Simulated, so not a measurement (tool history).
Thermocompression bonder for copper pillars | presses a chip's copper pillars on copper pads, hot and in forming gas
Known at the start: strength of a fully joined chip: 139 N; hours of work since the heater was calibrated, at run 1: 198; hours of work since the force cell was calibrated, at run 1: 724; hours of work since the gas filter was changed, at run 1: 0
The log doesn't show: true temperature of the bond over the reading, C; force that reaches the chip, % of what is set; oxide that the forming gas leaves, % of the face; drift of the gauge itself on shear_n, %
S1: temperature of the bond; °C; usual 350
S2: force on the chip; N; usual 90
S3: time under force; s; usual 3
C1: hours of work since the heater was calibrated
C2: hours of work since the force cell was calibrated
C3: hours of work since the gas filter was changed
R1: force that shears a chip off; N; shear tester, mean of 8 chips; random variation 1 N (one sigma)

{"run": 1, "hour": 0.0, "S1": 350, "S2": 90, "S3": 3, "C1": 198, "C2": 724, "C3": 0, "R1": 89.8}
{"run": 2, "hour": 71.4, "S1": 350, "S2": 90, "S3": 3, "C1": 239, "C2": 766, "C3": 41, "R1": 89.4}
{"run": 3, "hour": 117.8, "S1": 350, "S2": 90, "S3": 3, "C1": 266, "C2": 792, "C3": 68, "R1": 86.4}
{"run": 4, "hour": 213.4, "S1": 350, "S2": 90, "S3": 3, "C1": 322, "C2": 848, "C3": 124, "R1": 87.6}
{"run": 5, "hour": 292.2, "S1": 350, "S2": 90, "S3": 3, "C1": 367, "C2": 894, "C3": 169, "R1": 86.5}
{"run": 6, "hour": 340.0, "S1": 350, "S2": 90, "S3": 3, "C1": 395, "C2": 921, "C3": 197, "R1": 84.8}
{"run": 7, "hour": 433.4, "S1": 350, "S2": 90, "S3": 3, "C1": 449, "C2": 975, "C3": 251, "R1": 85.3}
{"run": 8, "hour": 476.8, "S1": 350, "S2": 90, "S3": 3, "C1": 474, "C2": 1001, "C3": 276, "R1": 85.8}
{"run": 9, "hour": 567.8, "S1": 350, "S2": 90, "S3": 3, "C1": 527, "C2": 1053, "C3": 329, "R1": 84.3}
{"hour": 595.1, "done": "force cell calibrated"}
{"run": 10, "hour": 627.6, "S1": 350, "S2": 102, "S3": 3, "C1": 561, "C2": 19, "C3": 363, "R1": 89.6}
{"run": 11, "hour": 677.8, "S1": 350, "S2": 102, "S3": 3, "C1": 590, "C2": 48, "C3": 392, "R1": 91.9}
{"run": 12, "hour": 754.3, "S1": 350, "S2": 102, "S3": 3, "C1": 634, "C2": 92, "C3": 436, "R1": 89.5}
{"hour": 778.6, "done": "forming gas filter changed"}
{"run": 13, "hour": 823.4, "S1": 350, "S2": 90, "S3": 7, "C1": 674, "C2": 132, "C3": 26, "R1": 111.1}
{"hour": 892.1, "done": "force cell calibrated, once more"}
{"run": 14, "hour": 922.3, "S1": 330, "S2": 90, "S3": 3, "C1": 731, "C2": 17, "C3": 82, "R1": 68.9}
{"run": 15, "hour": 973.6, "S1": 350, "S2": 113, "S3": 3, "C1": 760, "C2": 47, "C3": 112, "R1": 96.2}
{"run": 16, "hour": 1020.3, "S1": 350, "S2": 113, "S3": 3, "C1": 787, "C2": 74, "C3": 139, "R1": 96.2}
{"run": 17, "hour": 1087.1, "S1": 350, "S2": 90, "S3": 3, "C1": 826, "C2": 113, "C3": 178, "R1": 82.3}
{"hour": 1143.7, "done": "heater calibrated with a thermocouple chip"}
{"run": 18, "hour": 1177.4, "S1": 350, "S2": 90, "S3": 3, "C1": 20, "C2": 164, "C3": 229, "R1": 86.1}
{"run": 19, "hour": 1274.0, "S1": 358, "S2": 90, "S3": 3, "C1": 76, "C2": 220, "C3": 285, "R1": 88.7}
{"run": 20, "hour": 1328.5, "S1": 358, "S2": 90, "S3": 3, "C1": 107, "C2": 252, "C3": 317, "R1": 90.4}
{"run": 21, "hour": 1403.7, "S1": 350, "S2": 90, "S3": 5, "C1": 151, "C2": 295, "C3": 360, "R1": 95.5}
{"run": 22, "hour": 1450.3, "S1": 371, "S2": 61, "S3": 4, "C1": 178, "C2": 322, "C3": 387, "R1": 83.6}
{"run": 23, "hour": 1508.1, "S1": 371, "S2": 61, "S3": 4, "C1": 211, "C2": 356, "C3": 421, "R1": 82.2}
{"run": 24, "hour": 1549.8, "S1": 361, "S2": 99, "S3": 2, "C1": 235, "C2": 380, "C3": 445, "R1": 86.4}
{"hour": 1554.3, "done": "forming gas filter changed"}
{"run": 25, "hour": 1614.9, "S1": 361, "S2": 99, "S3": 2, "C1": 273, "C2": 418, "C3": 35, "R1": 90.9}
{"run": 26, "hour": 1666.0, "S1": 362, "S2": 90, "S3": 3, "C1": 302, "C2": 447, "C3": 65, "R1": 96.2}
{"run": 27, "hour": 1706.4, "S1": 333, "S2": 89, "S3": 4, "C1": 326, "C2": 471, "C3": 88, "R1": 81.1}
{"run": 28, "hour": 1772.2, "S1": 341, "S2": 92, "S3": 7, "C1": 364, "C2": 509, "C3": 126, "R1": 100.3}
{"run": 29, "hour": 1845.9, "S1": 322, "S2": 85, "S3": 3, "C1": 407, "C2": 551, "C3": 169, "R1": 62.9}
{"run": 30, "hour": 1912.0, "S1": 373, "S2": 87, "S3": 2, "C1": 445, "C2": 590, "C3": 207, "R1": 88.1}
{"run": 31, "hour": 1977.0, "S1": 337, "S2": 87, "S3": 5, "C1": 483, "C2": 627, "C3": 245, "R1": 85.4}
{"run": 32, "hour": 2027.6, "S1": 370, "S2": 111, "S3": 2, "C1": 512, "C2": 657, "C3": 274, "R1": 98.6}
{"run": 33, "hour": 2069.7, "S1": 334, "S2": 90, "S3": 4, "C1": 536, "C2": 681, "C3": 299, "R1": 80.3}
{"run": 34, "hour": 2139.6, "S1": 325, "S2": 90, "S3": 8, "C1": 577, "C2": 722, "C3": 339, "R1": 88.2}
{"run": 35, "hour": 2202.7, "S1": 325, "S2": 75, "S3": 2, "C1": 614, "C2": 758, "C3": 376, "R1": 48.2}
{"run": 36, "hour": 2289.8, "S1": 370, "S2": 120, "S3": 4, "C1": 664, "C2": 809, "C3": 426, "R1": 110.5}
{"hour": 2329.0, "done": "forming gas filter changed"}
{"run": 37, "hour": 2343.7, "S1": 348, "S2": 77, "S3": 3, "C1": 695, "C2": 840, "C3": 9, "R1": 78.9}
{"run": 38, "hour": 2433.2, "S1": 348, "S2": 77, "S3": 3, "C1": 747, "C2": 892, "C3": 60, "R1": 76.9}
{"run": 39, "hour": 2508.9, "S1": 324, "S2": 99, "S3": 8, "C1": 791, "C2": 936, "C3": 104, "R1": 99.3}

Hidden state or all else? Some run-to-run changes of R1, split into what the settings, what came in and random variation would give without the hidden state, and what is left for the hidden state (with any gauge scatter that isn't in both results):
Run 12 -> 13: S2 102 -> 90, S3 3 -> 7, forming gas filter changed. R1 +21.6 N: hidden state +7, all else +14.6.
Run 13 -> 14: S1 350 -> 330, S3 7 -> 3, force cell calibrated, once more. R1 -42.2 N: hidden state -5.2, all else -37.
Run 24 -> 25: forming gas filter changed. R1 +4.5 N: hidden state +6.9, all else -2.4.
Run 34 -> 35: S2 90 -> 75, S3 8 -> 2. R1 -40 N: hidden state +2.4, all else -42.4.
Run 35 -> 36: S1 325 -> 370, S2 75 -> 120, S3 2 -> 4. R1 +62.3 N: hidden state -5.7, all else +68.
Run 36 -> 37: S1 370 -> 348, S2 120 -> 77, S3 4 -> 3, forming gas filter changed. R1 -31.6 N: hidden state +9, all else -40.6.

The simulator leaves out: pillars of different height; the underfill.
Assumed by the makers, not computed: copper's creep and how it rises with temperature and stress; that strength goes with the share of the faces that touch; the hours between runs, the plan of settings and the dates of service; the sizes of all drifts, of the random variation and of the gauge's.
